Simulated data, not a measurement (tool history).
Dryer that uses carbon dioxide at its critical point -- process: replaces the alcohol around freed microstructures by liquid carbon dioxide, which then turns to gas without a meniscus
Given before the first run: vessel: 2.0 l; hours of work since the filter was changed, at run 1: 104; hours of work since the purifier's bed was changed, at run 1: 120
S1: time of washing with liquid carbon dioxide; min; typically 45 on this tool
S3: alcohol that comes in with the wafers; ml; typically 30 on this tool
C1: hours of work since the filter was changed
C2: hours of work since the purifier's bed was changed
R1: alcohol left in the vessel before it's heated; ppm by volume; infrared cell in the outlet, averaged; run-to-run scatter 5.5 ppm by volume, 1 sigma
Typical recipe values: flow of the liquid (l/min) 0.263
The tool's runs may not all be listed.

{"run": 1, "day": 0.0, "S1": 45, "flow of the liquid (l/min)": 0.263, "S3": 30, "C1": 104, "C2": 120, "R1": 239}
{"run": 2, "day": 1.208, "S1": 45, "flow of the liquid (l/min)": 0.268, "S3": 30, "C1": 114, "C2": 130, "R1": 231}
{"run": 3, "day": 1.883, "S1": 45, "flow of the liquid (l/min)": 0.268, "S3": 30, "C1": 120, "C2": 136, "R1": 239}
{"run": 4, "day": 3.021, "S1": 45, "flow of the liquid (l/min)": 0.263, "S3": 30, "C1": 130, "C2": 146, "R1": 263}
{"run": 5, "day": 3.671, "S1": 45, "flow of the liquid (l/min)": 0.263, "S3": 30, "C1": 135, "C2": 152, "R1": 267}
{"run": 6, "day": 4.838, "S1": 38, "flow of the liquid (l/min)": 0.263, "S3": 30, "C1": 145, "C2": 162, "R1": 509}
{"run": 7, "day": 5.442, "S1": 38, "flow of the liquid (l/min)": 0.263, "S3": 30, "C1": 151, "C2": 167, "R1": 527}
{"day": 6.012, "done": "inlet filter changed"}
{"run": 8, "day": 6.333, "S1": 34, "flow of the liquid (l/min)": 0.212, "S3": 92, "C1": 3, "C2": 174, "R1": 2782}
{"run": 9, "day": 7.225, "S1": 46, "flow of the liquid (l/min)": 0.346, "S3": 66, "C1": 10, "C2": 182, "R1": 77}
{"run": 10, "day": 8.342, "S1": 45, "flow of the liquid (l/min)": 0.263, "S3": 55, "C1": 20, "C2": 192, "R1": 285}

Consider 5 possible next runs. They are alternatives, not a sequence: every one starts from the tool as it was left by run 10. What does each give?
{"run": "A", "day": 9.542, "S1": 45, "flow of the liquid (l/min)": 0.263, "S3": 68, "C1": 30, "C2": 202, "R1": "?"}
{"run": "B", "day": 9.542, "S1": 36, "flow of the liquid (l/min)": 0.263, "S3": 30, "C1": 30, "C2": 202, "R1": "?"}
{"run": "C", "day": 9.542, "S1": 45, "flow of the liquid (l/min)": 0.294, "S3": 28, "C1": 30, "C2": 202, "R1": "?"}
{"run": "D", "day": 9.542, "S1": 62, "flow of the liquid (l/min)": 0.408, "S3": 23, "C1": 30, "C2": 202, "R1": "?"}
{"run": "E", "day": 9.542, "S1": 45, "flow of the liquid (l/min)": 0.263, "S3": 61, "C1": 30, "C2": 202, "R1": "?"}

run=A R1=377
run=B R1=427
run=C R1=113
run=D R1=20
run=E R1=340
Without the tool's unlogged condition, the same runs would have read:
run=A R1=317
run=B R1=371
run=C R1=87
run=D R1=6
run=E R1=286
